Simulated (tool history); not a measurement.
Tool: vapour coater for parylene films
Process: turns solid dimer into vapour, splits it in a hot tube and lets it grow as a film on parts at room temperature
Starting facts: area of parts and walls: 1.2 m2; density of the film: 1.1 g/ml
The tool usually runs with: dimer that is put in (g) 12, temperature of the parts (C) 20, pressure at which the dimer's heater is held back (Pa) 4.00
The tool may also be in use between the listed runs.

| run | hour | dimer that is put in (g) | temperature of the parts (C) | pressure at which the dimer's heater is held back (Pa) | thickness of the film (um) |
|---|---|---|---|---|---|
| 1 | 0.0 | 12 | 20 | 4.00 | 5.75 |
| 2 | 27.1 | 12 | 20 | 4.00 | 5.74 |
| 3 | 53.5 | 12 | 20 | 4.00 | 5.66 |
| 4 | 66.7 | 13 | 20 | 4.00 | 6.24 |
| 5 | 95.3 | 13 | 26 | 4.00 | 5.17 |
| 6 | 123.8 | 13 | 26 | 4.00 | 5.18 |
| 7 | 145.0 | 13 | 26 | 4.00 | 5.14 |
| 8 | 164.9 | 6 | 26 | 4.00 | 2.39 |
| 9 | 190.3 | 12 | 20 | 4.00 | 5.45 |
| 10 | 216.8 | 12 | 20 | 4.07 | 5.36 |
| 11 | 229.7 | 12 | 22 | 4.00 | 5.10 |
| 12 | 246.9 | 12 | 22 | 4.00 | 5.08 |
|  | 264.4 | trap's valve overhauled |
| 13 | 265.6 | 12 | 22 | 2.68 | 6.41 |
| 14 | 284.9 | 12 | 20 | 2.35 | 6.76 |
| 15 | 303.9 | 12 | 20 | 4.00 | 6.09 |
| 16 | 327.0 | 12 | 20 | 4.00 | 6.11 |
| 17 | 357.0 | 12 | 20 | 4.00 | 6.05 |
| 18 | 376.5 | 12 | 20 | 4.00 | 5.93 |
| 19 | 393.9 | 12 | 20 | 4.00 | 5.97 |
| 20 | 420.2 | 12 | 20 | 4.00 | 5.99 |
| 21 | 434.0 | 12 | 20 | 4.00 | 5.99 |
| 22 | 458.5 | 12 | 20 | 4.00 | 5.81 |
| 23 | 482.8 | 12 | 20 | 4.00 | 5.73 |
| 24 | 502.4 | 12 | 20 | 4.00 | 5.80 |
| 25 | 519.2 | 12 | 20 | 4.00 | 5.80 |
| 26 | 534.3 | 12 | 16 | 10.81 | 5.27 |
| 27 | 549.9 | 9 | 28 | 3.06 | 3.74 |
| 28 | 578.8 | 9 | 28 | 3.06 | 3.70 |
| 29 | 607.1 | 16 | 20 | 6.72 | 6.76 |
| 30 | 632.0 | 12 | 14 | 3.57 | 6.57 |
| 31 | 646.5 | 12 | 20 | 6.93 | 5.02 |
| 32 | 661.5 | 21 | 22 | 2.35 | 10.07 |
| 33 | 691.9 | 21 | 22 | 2.35 | 9.96 |
| 34 | 708.6 | 21 | 22 | 2.35 | 10.00 |
| 35 | 738.8 | 15 | 20 | 4.00 | 6.70 |
|  | 747.3 | trap's valve overhauled |
| 36 | 761.3 | 12 | 18 | 2.63 | 7.07 |
| 37 | 787.8 | 10 | 21 | 9.67 | 4.30 |
| 38 | 810.3 | 10 | 21 | 9.67 | 4.21 |
| 39 | 826.8 | 7 | 14 | 4.32 | 4.03 |
| 40 | 855.2 | 16 | 18 | 4.00 | 8.48 |
| 41 | 884.9 | 18 | 20 | 3.41 | 9.31 |
| 42 | 914.7 | 15 | 23 | 4.00 | 6.79 |
| 43 | 929.9 | 15 | 23 | 4.00 | 6.94 |
| 44 | 951.1 | 15 | 21 | 3.29 | 7.39 |
| 45 | 964.1 | 13 | 30 | 4.00 | 5.00 |
| 46 | 992.5 | 12 | 18 | 10.07 | 5.09 |

Below are 4 alternative next runs, each starting from the tool's condition after run 46. Predict each:
| A | 1015.2 | 8 | 31 | 8.46 | ? |
| B | 1015.2 | 20 | 18 | 10.07 | ? |
| C | 1015.2 | 5 | 14 | 4.54 | ? |
| D | 1015.2 | 14 | 17 | 6.44 | ? |

| run | thickness of the film (um) |
|---|---|
| A | 2.52 |
| B | 8.52 |
| C | 2.73 |
| D | 6.65 |
The same runs, with their run-to-run variation unchanged, on a tool lacking any hidden condition would have given:
| run | thickness of the film (um) |
|---|---|
| A | 2.73 |
| B | 9.22 |
| C | 2.95 |
| D | 7.20 |
